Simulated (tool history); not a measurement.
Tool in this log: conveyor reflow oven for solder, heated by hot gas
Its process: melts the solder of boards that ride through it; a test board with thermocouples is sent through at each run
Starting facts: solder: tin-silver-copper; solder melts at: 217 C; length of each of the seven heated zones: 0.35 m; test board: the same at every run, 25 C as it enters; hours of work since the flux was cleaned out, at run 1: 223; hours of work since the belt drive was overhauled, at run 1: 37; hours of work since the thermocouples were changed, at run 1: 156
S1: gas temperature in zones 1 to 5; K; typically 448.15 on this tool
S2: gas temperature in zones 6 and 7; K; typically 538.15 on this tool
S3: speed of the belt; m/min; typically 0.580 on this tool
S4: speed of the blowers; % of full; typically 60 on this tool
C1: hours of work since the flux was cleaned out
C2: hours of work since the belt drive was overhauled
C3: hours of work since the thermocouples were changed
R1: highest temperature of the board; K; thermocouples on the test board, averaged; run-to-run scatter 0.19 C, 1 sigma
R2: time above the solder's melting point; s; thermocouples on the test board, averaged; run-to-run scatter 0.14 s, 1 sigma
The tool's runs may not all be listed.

run	day	S1	S2	S3	S4	C1	C2	C3	R1	R2
1	0.000	448.15	538.15	0.580	60	223	37	156	526.65	56.3
2	0.475	448.15	538.15	0.580	60	228	42	161	526.55	56.4
3	1.000	448.15	538.15	0.580	88	233	47	166	530.45	59.2
4	1.454	448.15	538.15	0.580	65	237	52	171	527.55	56.9
5	1.962	448.15	538.15	0.580	65	243	57	176	527.55	56.9
6	2.404	448.15	538.15	0.580	65	247	61	180	527.95	56.9
7	2.696	448.15	538.15	0.580	60	250	64	183	526.75	56.3
8	3.188	448.15	547.15	0.580	60	255	69	188	534.65	60.7
9	3.542	455.15	538.15	0.543	60	259	73	192	528.95	64.7
10	3.988	447.15	538.15	0.580	57	263	77	196	525.85	55.2
11	4.525	447.15	538.15	0.580	57	269	83	202	526.25	55.4
12	4.933	448.15	549.15	0.580	73	273	87	206	538.75	62.8
13	5.292	453.15	542.15	0.467	86	276	91	209	538.35	81.2

Below are 4 alternative next runs, each starting from the tool's condition after run 13. Predict each:
A	5.742	439.15	542.15	0.467	86	281	95	214	?	?
B	5.742	453.15	540.15	0.523	86	281	95	214	?	?
C	5.742	438.15	538.15	0.580	60	281	95	214	?	?
D	5.742	448.15	538.15	0.562	58	281	95	214	?	?

run	R1	R2
A	537.75	76.6
B	534.55	70.3
C	525.05	51.8
D	527.25	58.2
With no hidden state in the tool, these same runs would have given:
run	R1	R2
A	537.05	76.7
B	533.95	70.3
C	524.75	52.0
D	526.75	58.2

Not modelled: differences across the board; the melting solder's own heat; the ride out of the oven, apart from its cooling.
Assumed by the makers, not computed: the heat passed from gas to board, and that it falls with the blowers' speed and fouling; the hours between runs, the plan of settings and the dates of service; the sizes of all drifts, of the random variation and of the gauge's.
